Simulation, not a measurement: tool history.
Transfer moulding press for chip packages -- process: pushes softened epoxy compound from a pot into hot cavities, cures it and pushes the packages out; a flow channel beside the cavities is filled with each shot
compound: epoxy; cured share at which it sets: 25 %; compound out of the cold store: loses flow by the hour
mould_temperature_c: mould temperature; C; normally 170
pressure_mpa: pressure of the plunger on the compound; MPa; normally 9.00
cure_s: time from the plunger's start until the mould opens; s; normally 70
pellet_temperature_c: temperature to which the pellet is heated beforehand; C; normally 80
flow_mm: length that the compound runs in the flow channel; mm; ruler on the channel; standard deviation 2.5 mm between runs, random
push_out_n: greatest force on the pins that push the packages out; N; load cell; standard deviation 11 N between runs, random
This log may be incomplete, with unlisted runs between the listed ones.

| run | hour | mould_temperature_c | pressure_mpa | cure_s | pellet_temperature_c | incoming compound's hours out of the cold store | flow_mm | push_out_n |
|---|---|---|---|---|---|---|---|---|
| 1 | 0.0 | 170 | 9.00 | 70 | 80 | 18.4 | 689 | 564 |
|  | 34.4 | cavities cleaned with cleaning compound and waxed |
|  | 68.7 | cavities cleaned with cleaning compound and waxed |
|  | 77.5 | plunger's sealing rings changed |
| 2 | 77.5 | 170 | 9.00 | 70 | 80 | 40.5 | 596 | 581 |
|  | 103.6 | cavities cleaned with cleaning compound and waxed |
|  | 139.2 | cavities cleaned with cleaning compound and waxed |
| 3 | 141.8 | 170 | 9.00 | 70 | 80 | 10.6 | 734 | 647 |
|  | 170.2 | cavities cleaned with cleaning compound and waxed |
|  | 200.2 | cavities cleaned with cleaning compound and waxed |
| 4 | 200.2 | 170 | 9.00 | 70 | 80 | 36.3 | 594 | 549 |
|  | 227.2 | plunger's sealing rings changed |
|  | 238.6 | cavities cleaned with cleaning compound and waxed |
| 5 | 257.2 | 170 | 9.00 | 70 | 80 | 34.6 | 621 | 795 |
|  | 268.6 | cavities cleaned with cleaning compound and waxed |
|  | 279.8 | mould's thermocouples calibrated |
|  | 300.9 | cavities cleaned with cleaning compound and waxed |
| 6 | 304.5 | 170 | 9.12 | 70 | 80 | 37.0 | 602 | 532 |
|  | 332.6 | cavities cleaned with cleaning compound and waxed |
| 7 | 341.0 | 168 | 9.00 | 70 | 80 | 39.9 | 580 | 688 |
|  | 363.1 | cavities cleaned with cleaning compound and waxed |
|  | 377.5 | plunger's sealing rings changed |
|  | 395.8 | cavities cleaned with cleaning compound and waxed |
| 8 | 406.9 | 167 | 9.00 | 70 | 80 | 46.1 | 569 | 732 |
|  | 429.5 | cavities cleaned with cleaning compound and waxed |
| 9 | 444.0 | 170 | 9.36 | 70 | 80 | 31.6 | 635 | 645 |
|  | 462.8 | cavities cleaned with cleaning compound and waxed |
|  | 493.7 | cavities cleaned with cleaning compound and waxed |
| 10 | 503.0 | 170 | 9.00 | 83 | 80 | 16.3 | 680 | 481 |
|  | 524.3 | plunger's sealing rings changed |
|  | 531.7 | cavities cleaned with cleaning compound and waxed |
|  | 565.1 | cavities cleaned with cleaning compound and waxed |
| 11 | 576.1 | 170 | 9.00 | 83 | 80 | 44.6 | 572 | 463 |
|  | 595.3 | cavities cleaned with cleaning compound and waxed |
| 12 | 619.9 | 170 | 9.00 | 83 | 80 | 18.4 | 683 | 593 |
|  | 627.6 | cavities cleaned with cleaning compound and waxed |
|  | 659.1 | cavities cleaned with cleaning compound and waxed |
| 13 | 663.2 | 178 | 8.22 | 70 | 80 | 40.1 | 537 | 401 |
|  | 677.8 | plunger's sealing rings changed |
|  | 693.7 | cavities cleaned with cleaning compound and waxed |
|  | 724.2 | cavities cleaned with cleaning compound and waxed |
| 14 | 724.2 | 165 | 8.22 | 70 | 72 | 12.9 | 697 | 838 |
|  | 757.4 | cavities cleaned with cleaning compound and waxed |
| 15 | 757.4 | 177 | 8.22 | 70 | 81 | 44.7 | 533 | 371 |
|  | 791.0 | cavities cleaned with cleaning compound and waxed |
| 16 | 807.1 | 170 | 10.32 | 70 | 74 | 18.6 | 720 | 774 |
|  | 822.9 | cavities cleaned with cleaning compound and waxed |
|  | 831.7 | plunger's sealing rings changed |
|  | 859.9 | cavities cleaned with cleaning compound and waxed |
| 17 | 859.9 | 178 | 9.72 | 55 | 74 | 14.1 | 745 | 583 |

What will run 18 give?
|  | 891.5 | cavities cleaned with cleaning compound and waxed |
| 18 | 910.3 | 178 | 10.56 | 55 | 72 | 44.7 | ? | ? |

{"run 18": {"flow_mm": 600, "push_out_n": 735}}
On a tool with no hidden condition, and with the same random variation, this run would have come out at flow_mm 617 mm, push_out_n 512 N.
